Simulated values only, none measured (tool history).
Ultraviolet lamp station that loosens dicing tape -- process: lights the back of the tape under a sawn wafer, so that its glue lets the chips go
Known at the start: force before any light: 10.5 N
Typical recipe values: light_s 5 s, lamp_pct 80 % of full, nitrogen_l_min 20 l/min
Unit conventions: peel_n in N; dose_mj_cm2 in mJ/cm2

run     day  light_s  lamp_pct  nitrogen_l_min  peel_n  dose_mj_cm2
  1       0        5        80              20   0.537          442
      1.088  -- lamp changed
      1.625  -- window cleaned of glue's vapour
  2   3.404        5        80              20   0.537          435
  3   6.062        5        80              20   0.543          438
  4   8.708        5        80              20   0.538          433
  5  11.642        5        80              13   0.771          435
  6  15.333        5        80              12    0.83          436
  7    17.9        5        80              20   0.524          435
     19.917  -- window cleaned of glue's vapour
  8  20.438        5        80              20   0.542          435
  9  24.029        5        80              20   0.551          438
 10  26.562        5        80              20    0.52          435
 11  29.708        5        80              11   0.875          433
 12  31.533        5        80              11   0.882          440
 13  34.896        4        80              11   1.374          345
 14    37.7        4        80              11   1.391          345
     38.046  -- window cleaned of glue's vapour
 15  39.792        4        80              11   1.397          351
 16  43.129        7        75              38    0.22          580
 17  45.246        7        75              38   0.232          575
 18  48.412        3        67              24   1.802          220
 19  50.454        3        93              12   1.642          304
 20  52.254        2        93              33   1.822          204
 21  55.808        3        80               8   2.707          257
     56.112  -- window cleaned of glue's vapour
 22  57.608        6        76               6   1.108          497
 23  59.629        6        76              13   0.561          497
 24  62.704        6        80              16   0.441          523

Here are 3 independent what-if runs from the current tool condition. What would each one return?
  A  65.4        3       100               9       ?            ?
  B  65.4        3        66              16       ?            ?
  C  65.4        3        69              24       ?            ?

run  peel_n  dose_mj_cm2
  A   1.794          324
  B   2.377          217
  C   1.748          227
Take away the tool's hidden state, keep each run's random variation, and the runs would have read:
run  peel_n  dose_mj_cm2
  A   1.787          324
  B   2.369          218
  C   1.741          228

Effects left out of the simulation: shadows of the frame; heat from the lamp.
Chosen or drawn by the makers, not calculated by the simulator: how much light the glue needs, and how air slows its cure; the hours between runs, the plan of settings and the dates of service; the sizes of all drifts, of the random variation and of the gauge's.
